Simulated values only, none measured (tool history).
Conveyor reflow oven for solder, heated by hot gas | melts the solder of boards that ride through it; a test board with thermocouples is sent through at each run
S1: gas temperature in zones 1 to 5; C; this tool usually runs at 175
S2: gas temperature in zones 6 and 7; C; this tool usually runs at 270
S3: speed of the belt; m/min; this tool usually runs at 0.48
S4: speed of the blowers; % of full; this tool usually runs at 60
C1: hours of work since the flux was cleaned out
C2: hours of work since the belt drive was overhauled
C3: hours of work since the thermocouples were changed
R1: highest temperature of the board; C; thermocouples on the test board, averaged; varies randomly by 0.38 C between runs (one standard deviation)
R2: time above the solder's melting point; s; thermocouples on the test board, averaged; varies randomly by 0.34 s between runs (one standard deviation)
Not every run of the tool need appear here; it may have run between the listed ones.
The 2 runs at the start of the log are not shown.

run	hour	S1	S2	S3	S4	C1	C2	C3	R1	R2
3	28.3	175	270	0.545	60	294	87	267	245.7	50.5
4	42.8	175	270	0.545	60	300	93	273	245.7	50.2
5	52.8	175	270	0.545	60	304	97	277	245.3	51.1
6	69.6	175	270	0.48	60	311	104	283	250.6	63.5
7	80.1	175	270	0.48	60	315	108	288	250.2	63.7
8	100.3	175	270	0.48	60	323	116	296	250.4	63.7
9	118.7	175	270	0.48	60	331	124	303	251.1	63.6
10	138.1	175	270	0.48	60	339	132	311	249.9	63.1
11	153.3	175	270	0.48	60	345	138	317	250.5	63.8
12	167.8	175	270	0.48	60	351	144	323	250.1	63.2
13	186	175	270	0.48	60	358	151	331	250.1	63
14	201.8	175	270	0.48	60	364	157	337	250.3	62.9
15	219.8	175	270	0.48	60	372	165	344	249.7	63.6
16	240.9	175	270	0.48	60	380	173	353	249.8	62.6
17	256.2	173	270	0.43	54	387	180	359	252	72.2
18	266.6	175	270	0.479	83	391	184	363	255.2	68.1
19	276.2	168	270	0.433	51	395	188	367	250	67.3
20	295.9	175	270	0.409	60	403	196	375	254.6	80.8
21	319.5	161	270	0.48	59	412	205	385	246.2	54.3
22	335.4	161	268	0.426	59	419	212	391	249.4	65.8
23	348.6	161	268	0.426	59	424	217	397	249	65.2
24	369.8	161	268	0.426	59	433	226	405	249	65
25	379.8	175	268	0.445	60	437	230	409	250.6	69.2
# hour 396.5: flux residue cleaned out of gas plates and filters
26	403.6	182	284	0.48	60	3	237	417	266	78
27	414.5	182	284	0.554	60	7	242	421	259.9	64

Expected results for the next run?
28	433.5	182	263	0.47	79	15	250	429	?	?

R1: 251.9 C
R2: 71.6 s
The same run, on a tool lacking any hidden state, would have yielded R1 253.4 C, R2 72.4 s.

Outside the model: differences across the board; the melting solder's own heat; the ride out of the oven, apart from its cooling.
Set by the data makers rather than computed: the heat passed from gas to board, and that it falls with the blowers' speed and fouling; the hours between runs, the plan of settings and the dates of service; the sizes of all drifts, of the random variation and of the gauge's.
